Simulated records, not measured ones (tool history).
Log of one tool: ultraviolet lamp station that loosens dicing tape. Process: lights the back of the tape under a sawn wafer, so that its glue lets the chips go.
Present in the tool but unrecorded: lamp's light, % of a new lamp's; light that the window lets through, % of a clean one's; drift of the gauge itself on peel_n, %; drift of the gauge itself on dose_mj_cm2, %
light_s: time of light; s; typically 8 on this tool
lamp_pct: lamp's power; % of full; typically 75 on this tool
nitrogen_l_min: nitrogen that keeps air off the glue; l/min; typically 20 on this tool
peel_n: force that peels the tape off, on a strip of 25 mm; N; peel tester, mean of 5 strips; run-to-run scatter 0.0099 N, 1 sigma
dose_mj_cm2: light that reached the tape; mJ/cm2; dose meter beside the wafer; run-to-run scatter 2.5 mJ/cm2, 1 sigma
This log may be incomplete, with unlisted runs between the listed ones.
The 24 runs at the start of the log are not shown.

run,hour,light_s,lamp_pct,nitrogen_l_min,hours of work of the lamp,hours of work since the window was cleaned,peel_n,dose_mj_cm2
25,391.9,5,73,13,391,23,1.541,160
26,406.2,10,69,6,399,32,0.940,295
27,423.6,10,69,6,410,42,0.970,292
28,441.8,10,99,6,421,54,0.545,420
29,462.4,10,91,6,434,66,0.639,384
30,474.3,10,91,6,442,74,0.635,382
31,486.8,8,61,14,449,81,1.018,202
32,508.3,7,74,37,463,95,0.621,214
33,517.8,7,74,37,468,101,0.623,214
34,533.8,13,74,27,478,110,0.261,388

Predict each of these 4 candidate next runs independently; none follows another, all start after run 34:
A,544.2,12,91,34,485,117,?,?
B,544.2,13,65,27,485,117,?,?
C,544.2,12,64,19,485,117,?,?
D,544.2,7,87,7,485,117,?,?

run,peel_n,dose_mj_cm2
A,0.204,444
B,0.312,341
C,0.446,311
D,1.151,247
Without the tool's unlogged condition, the same runs would have read:
run,peel_n,dose_mj_cm2
A,0.178,567
B,0.224,436
C,0.297,398
D,0.800,315
